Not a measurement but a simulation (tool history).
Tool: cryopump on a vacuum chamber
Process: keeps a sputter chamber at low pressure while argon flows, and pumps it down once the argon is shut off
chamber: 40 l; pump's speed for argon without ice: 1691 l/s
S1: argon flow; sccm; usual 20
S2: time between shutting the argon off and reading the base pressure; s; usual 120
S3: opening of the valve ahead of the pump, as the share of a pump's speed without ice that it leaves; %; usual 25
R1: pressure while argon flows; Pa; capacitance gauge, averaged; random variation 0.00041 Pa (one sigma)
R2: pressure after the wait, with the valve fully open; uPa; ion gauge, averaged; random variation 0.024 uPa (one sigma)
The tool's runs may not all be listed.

run,day,S1,S2,S3,R1,R2
1,0,20,120,25,0.0859,2.59
2,0.704,20,120,25,0.087,2.56
# day 1.85: pump warmed up, emptied and cooled again
3,2.183,20,120,49,0.0408,2.11
4,3.354,20,120,49,0.0413,2.16
5,4.454,20,120,43,0.0469,2.25
6,5.238,20,120,43,0.047,2.23
7,6.054,20,120,43,0.0473,2.18
8,6.608,20,120,43,0.0473,2.21
9,7.25,20,120,47,0.0435,2.29
10,7.996,22,120,25,0.0891,2.29
11,8.925,22,120,25,0.0889,2.25
12,9.579,22,120,25,0.0891,2.25
13,10.792,22,120,25,0.089,2.23
14,11.317,22,120,25,0.0893,2.21
15,12.004,22,120,25,0.0892,2.31
16,13.112,20,150,25,0.0816,2.18
17,14.196,20,150,25,0.0813,2.16
18,15.171,20,150,25,0.081,2.22
19,16.021,31,29,25,0.1265,4.77
20,17.267,35,39,25,0.1431,3.9
21,18.171,13,120,25,0.0529,2.33

Forecast run 22:
22,19.375,13,120,25,?,?

R1: 0.0538 Pa
R2: 2.39 uPa
Without the tool's hidden state the same run would have given R1 0.0525 Pa, R2 0.92 uPa.
